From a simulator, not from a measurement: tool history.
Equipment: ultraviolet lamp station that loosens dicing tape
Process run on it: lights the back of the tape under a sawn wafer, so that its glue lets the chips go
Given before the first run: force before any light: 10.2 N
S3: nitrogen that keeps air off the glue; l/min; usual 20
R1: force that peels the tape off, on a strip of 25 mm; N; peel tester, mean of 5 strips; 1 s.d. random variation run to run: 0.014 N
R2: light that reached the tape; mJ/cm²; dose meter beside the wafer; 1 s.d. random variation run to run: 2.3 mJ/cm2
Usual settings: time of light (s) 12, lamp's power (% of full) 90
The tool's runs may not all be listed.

run 1 day=0.000 | time_of_light_(s)=12 lamp's_power_(%_of_full)=90 S3=20 | R1=0.806 R2=219
run 2 day=0.442 | time_of_light_(s)=12 lamp's_power_(%_of_full)=90 S3=20 | R1=0.803 R2=221
run 3 day=0.717 | time_of_light_(s)=12 lamp's_power_(%_of_full)=90 S3=20 | R1=0.813 R2=219
run 4 day=1.146 | time_of_light_(s)=12 lamp's_power_(%_of_full)=90 S3=20 | R1=0.784 R2=218
run 5 day=1.650 | time_of_light_(s)=12 lamp's_power_(%_of_full)=90 S3=20 | R1=0.812 R2=216
run 6 day=2.129 | time_of_light_(s)=12 lamp's_power_(%_of_full)=92 S3=20 | R1=0.789 R2=220
run 7 day=2.488 | time_of_light_(s)=12 lamp's_power_(%_of_full)=92 S3=20 | R1=0.784 R2=223
run 8 day=2.733 | time_of_light_(s)=21 lamp's_power_(%_of_full)=90 S3=20 | R1=0.317 R2=370
run 9 day=3.229 | time_of_light_(s)=21 lamp's_power_(%_of_full)=90 S3=20 | R1=0.311 R2=376
run 10 day=3.479 | time_of_light_(s)=13 lamp's_power_(%_of_full)=90 S3=20 | R1=0.725 R2=232
run 11 day=3.971 | time_of_light_(s)=13 lamp's_power_(%_of_full)=90 S3=20 | R1=0.735 R2=230
run 12 day=4.217 | time_of_light_(s)=13 lamp's_power_(%_of_full)=90 S3=20 | R1=0.740 R2=224
run 13 day=4.425 | time_of_light_(s)=12 lamp's_power_(%_of_full)=90 S3=7 | R1=1.796 R2=212
run 14 day=4.883 | time_of_light_(s)=12 lamp's_power_(%_of_full)=90 S3=7 | R1=1.807 R2=207
run 15 day=5.312 | time_of_light_(s)=12 lamp's_power_(%_of_full)=90 S3=7 | R1=1.679 R2=206
run 16 day=5.683 | time_of_light_(s)=13 lamp's_power_(%_of_full)=84 S3=20 | R1=0.849 R2=208
run 17 day=6.062 | time_of_light_(s)=11 lamp's_power_(%_of_full)=76 S3=34 | R1=1.063 R2=160
run 18 day=6.292 | time_of_light_(s)=11 lamp's_power_(%_of_full)=76 S3=34 | R1=1.037 R2=159
run 19 day=6.558 | time_of_light_(s)=9 lamp's_power_(%_of_full)=76 S3=34 | R1=1.573 R2=130
run 20 day=6.792 | time_of_light_(s)=7 lamp's_power_(%_of_full)=82 S3=37 | R1=1.963 R2=106
run 21 day=7.225 | time_of_light_(s)=7 lamp's_power_(%_of_full)=82 S3=37 | R1=2.027 R2=111
run 22 day=7.479 | time_of_light_(s)=7 lamp's_power_(%_of_full)=82 S3=37 | R1=2.143 R2=99
run 23 day=7.942 | time_of_light_(s)=12 lamp's_power_(%_of_full)=69 S3=8 | R1=2.732 R2=149
run 24 day=8.412 | time_of_light_(s)=12 lamp's_power_(%_of_full)=69 S3=8 | R1=2.736 R2=145
run 25 day=8.912 | time_of_light_(s)=12 lamp's_power_(%_of_full)=78 S3=9 | R1=2.226 R2=162
run 26 day=9.283 | time_of_light_(s)=12 lamp's_power_(%_of_full)=78 S3=8 | R1=2.462 R2=162
run 27 day=9.729 | time_of_light_(s)=7 lamp's_power_(%_of_full)=89 S3=35 | R1=1.689 R2=126
run 28 day=10.154 | time_of_light_(s)=14 lamp's_power_(%_of_full)=89 S3=21 | R1=0.602 R2=252
run 29 day=10.642 | time_of_light_(s)=15 lamp's_power_(%_of_full)=93 S3=21 | R1=0.489 R2=278
run 30 day=10.858 | time_of_light_(s)=11 lamp's_power_(%_of_full)=90 S3=10 | R1=1.565 R2=194

Missing from the log above: 2 entries noted between runs. For each, name the pair of listed runs it sits between and say how the tool's hidden condition differs from the listed run just before to the listed run just after:
After run 21, before run 22: window cleaned of glue's vapour (day 7.279)
  lamp's light, % of a new lamp's: 91.9 -> 91.8; light that the window lets through, % of a clean one's: 92.2 -> 87.8
  measured less the result without the state, R1: +0.473 -> +0.617 N; R2: -19 -> -25 mJ/cm²
After run 26, before run 27: window cleaned of glue's vapour, once more (day 9.654)
  lamp's light, % of a new lamp's: 91.1 -> 91; light that the window lets through, % of a clean one's: 86.7 -> 99.7
  measured less the result without the state, R1: +0.742 -> +0.261 N; R2: -44 -> -13 mJ/cm²
